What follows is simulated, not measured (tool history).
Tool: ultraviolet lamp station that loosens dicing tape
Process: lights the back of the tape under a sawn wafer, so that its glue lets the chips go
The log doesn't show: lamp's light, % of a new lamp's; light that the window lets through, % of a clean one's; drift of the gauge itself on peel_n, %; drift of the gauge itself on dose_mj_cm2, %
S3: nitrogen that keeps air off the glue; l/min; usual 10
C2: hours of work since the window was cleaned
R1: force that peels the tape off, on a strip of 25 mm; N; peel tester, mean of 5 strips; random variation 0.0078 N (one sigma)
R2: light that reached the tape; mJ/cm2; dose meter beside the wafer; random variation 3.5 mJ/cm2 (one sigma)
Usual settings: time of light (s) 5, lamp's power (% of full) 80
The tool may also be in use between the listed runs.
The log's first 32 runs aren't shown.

Run 33, hour 1262.6: usual settings but time of light (s) 8, lamp's power (% of full) 70; hours of work of the lamp 1059; C2 364. Result: R1 0.265 N, R2 589 mJ/cm2.
Run 34, hour 1303.7: usual settings but time of light (s) 6, lamp's power (% of full) 68, S3 9 l/min; hours of work of the lamp 1092; C2 397. Result: R1 0.555 N, R2 425 mJ/cm2.
Run 35, hour 1344.6: usual settings but time of light (s) 3, lamp's power (% of full) 71, S3 6 l/min; hours of work of the lamp 1124; C2 429. Result: R1 1.86 N, R2 216 mJ/cm2.
Run 36, hour 1387: usual settings but time of light (s) 3, lamp's power (% of full) 92, S3 16 l/min; hours of work of the lamp 1158; C2 463. Result: R1 0.904 N, R2 277 mJ/cm2.
Run 37, hour 1426.5: usual settings but time of light (s) 3, lamp's power (% of full) 84, S3 5 l/min; hours of work of the lamp 1189; C2 494. Result: R1 1.77 N, R2 251 mJ/cm2.
Run 38, hour 1458: usual settings but time of light (s) 3, lamp's power (% of full) 84, S3 3 l/min; hours of work of the lamp 1214; C2 519. Result: R1 2.092 N, R2 252 mJ/cm2.
Run 39, hour 1505.5: usual settings but S3 17 l/min; hours of work of the lamp 1252; C2 557. Result: R1 0.475 N, R2 383 mJ/cm2.
Run 40, hour 1560.5: usual settings but lamp's power (% of full) 94, S3 7 l/min; hours of work of the lamp 1296; C2 600. Result: R1 0.596 N, R2 448 mJ/cm2.
At hour 1581.3: window cleaned of glue's vapour.
Run 41, hour 1599.3: usual settings but lamp's power (% of full) 94, S3 7 l/min; hours of work of the lamp 1326; C2 14. Result: R1 0.494 N, R2 499 mJ/cm2.
Run 42, hour 1646.9: usual settings but lamp's power (% of full) 94, S3 7 l/min; hours of work of the lamp 1364; C2 52. Result: R1 0.525 N, R2 483 mJ/cm2.
Run 43, hour 1685.2: usual settings but S3 4 l/min; hours of work of the lamp 1394; C2 83. Result: R1 0.983 N, R2 413 mJ/cm2.
Run 44, hour 1716.4: usual settings but lamp's power (% of full) 64; hours of work of the lamp 1419; C2 107. Result: R1 0.914 N, R2 325 mJ/cm2.

Forecast each of these 3 alternatives for the next run:
Run A, hour 1754.8: usual settings but time of light (s) 2, lamp's power (% of full) 86, S3 17 l/min; hours of work of the lamp 1449; C2 138. Result: R1 ?, R2 ?.
Run B, hour 1754.8: usual settings but time of light (s) 3, lamp's power (% of full) 79, S3 7 l/min; hours of work of the lamp 1449; C2 138. Result: R1 ?, R2 ?.
Run C, hour 1754.8: usual settings but time of light (s) 6; hours of work of the lamp 1449; C2 138. Result: R1 ?, R2 ?.

run     R1   R2
  A  1.826  173
  B  1.574  239
  C  0.407  484
Without the tool's hidden state the same runs would have given:
run     R1   R2
  A  1.166  244
  B  0.977  337
  C  0.203  683

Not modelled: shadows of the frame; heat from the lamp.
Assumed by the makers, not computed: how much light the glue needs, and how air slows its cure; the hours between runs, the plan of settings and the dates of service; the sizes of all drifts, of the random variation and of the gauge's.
